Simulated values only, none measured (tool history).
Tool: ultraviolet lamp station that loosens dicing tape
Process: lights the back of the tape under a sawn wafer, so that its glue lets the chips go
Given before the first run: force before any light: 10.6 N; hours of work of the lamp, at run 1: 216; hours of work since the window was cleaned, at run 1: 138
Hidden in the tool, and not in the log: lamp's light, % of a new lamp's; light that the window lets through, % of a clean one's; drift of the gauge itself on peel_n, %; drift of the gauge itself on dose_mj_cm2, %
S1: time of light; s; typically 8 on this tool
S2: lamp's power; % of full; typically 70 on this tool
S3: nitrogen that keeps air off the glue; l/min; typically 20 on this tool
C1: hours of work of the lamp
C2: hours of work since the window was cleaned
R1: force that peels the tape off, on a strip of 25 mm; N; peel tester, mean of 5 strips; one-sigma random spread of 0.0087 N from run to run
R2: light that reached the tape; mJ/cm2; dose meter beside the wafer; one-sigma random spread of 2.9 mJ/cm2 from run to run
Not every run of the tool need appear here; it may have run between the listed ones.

Run 1, hour 0: usual settings; C1 216; C2 138. Result: R1 0.439 N, R2 381 mJ/cm2.
Run 2, hour 30.4: usual settings; C1 232; C2 154. Result: R1 0.457 N, R2 377 mJ/cm2.
Run 3, hour 62.5: usual settings but S1 9 s; C1 249; C2 171. Result: R1 0.35 N, R2 427 mJ/cm2.
Run 4, hour 91.7: usual settings but S2 86 % of full; C1 264; C2 186. Result: R1 0.296 N, R2 456 mJ/cm2.
Run 5, hour 115.4: usual settings but S3 26 l/min; C1 277; C2 199. Result: R1 0.415 N, R2 364 mJ/cm2.
Run 6, hour 142.6: usual settings but S2 65 % of full; C1 291; C2 213. Result: R1 0.577 N, R2 340 mJ/cm2.
At hour 158.6: window cleaned of glue's vapour.
Run 7, hour 174.4: usual settings but S2 65 % of full; C1 307; C2 8. Result: R1 0.676 N, R2 324 mJ/cm2.
Run 8, hour 202.1: usual settings but S2 65 % of full; C1 322; C2 23. Result: R1 0.653 N, R2 314 mJ/cm2.
At hour 211.2: window cleaned of glue's vapour, once more.
Run 9, hour 222.2: usual settings but S2 65 % of full; C1 332; C2 6. Result: R1 0.477 N, R2 370 mJ/cm2.
Run 10, hour 255.7: usual settings but S2 65 % of full; C1 349; C2 23. Result: R1 0.491 N, R2 363 mJ/cm2.
Run 11, hour 271.1: usual settings but S2 65 % of full; C1 357; C2 31. Result: R1 0.492 N, R2 361 mJ/cm2.
Run 12, hour 301.4: usual settings but S2 63 % of full; C1 373; C2 47. Result: R1 0.536 N, R2 346 mJ/cm2.
Run 13, hour 320.2: usual settings but S1 14 s, S2 97 % of full; C1 383; C2 57. Result: R1 0.156 N, R2 933 mJ/cm2.
Run 14, hour 335.3: usual settings but S1 14 s, S2 97 % of full; C1 391; C2 65. Result: R1 0.154 N, R2 930 mJ/cm2.
Run 15, hour 363.4: usual settings but S2 64 % of full; C1 406; C2 79. Result: R1 0.561 N, R2 342 mJ/cm2.
Run 16, hour 390: usual settings but S1 7 s, S2 93 % of full, S3 11 l/min; C1 420; C2 93. Result: R1 0.484 N, R2 432 mJ/cm2.
Run 17, hour 404.3: usual settings but S2 85 % of full; C1 427; C2 101. Result: R1 0.299 N, R2 462 mJ/cm2.
Run 18, hour 421.7: usual settings but S2 85 % of full; C1 436; C2 110. Result: R1 0.308 N, R2 450 mJ/cm2.
Run 19, hour 448.6: usual settings but S1 7 s, S2 72 % of full, S3 17 l/min; C1 450; C2 124. Result: R1 0.69 N, R2 335 mJ/cm2.
Run 20, hour 477.9: usual settings but S1 10 s, S2 97 % of full; C1 465; C2 139. Result: R1 0.184 N, R2 631 mJ/cm2.
Run 21, hour 497.6: usual settings but S1 10 s, S2 97 % of full; C1 476; C2 150. Result: R1 0.194 N, R2 627 mJ/cm2.
Run 22, hour 531.2: usual settings but S1 10 s, S2 97 % of full; C1 493; C2 167. Result: R1 0.184 N, R2 617 mJ/cm2.
Run 23, hour 555.6: usual settings but S1 10 s, S2 97 % of full; C1 506; C2 180. Result: R1 0.183 N, R2 611 mJ/cm2.

Each row is a separate what-if for the run after 23, all from the same tool condition, not one after another. Results?
Run A, hour 577.6: usual settings but S1 15 s, S2 77 % of full, S3 9 l/min; C1 517; C2 191. Result: R1 ?, R2 ?.
Run B, hour 577.6: usual settings but S2 92 % of full, S3 12 l/min; C1 517; C2 191. Result: R1 ?, R2 ?.
Run C, hour 577.6: usual settings but S1 5 s, S2 97 % of full; C1 517; C2 191. Result: R1 ?, R2 ?.
Run D, hour 577.6: usual settings but S1 10 s, S2 81 % of full; C1 517; C2 191. Result: R1 ?, R2 ?.

run     R1   R2
  A  0.202  727
  B  0.379  457
  C   0.76  304
  D  0.243  506
Had the tool no hidden state, the same runs would have come out as:
run     R1   R2
  A  0.174  874
  B  0.259  550
  C  0.493  366
  D   0.19  608
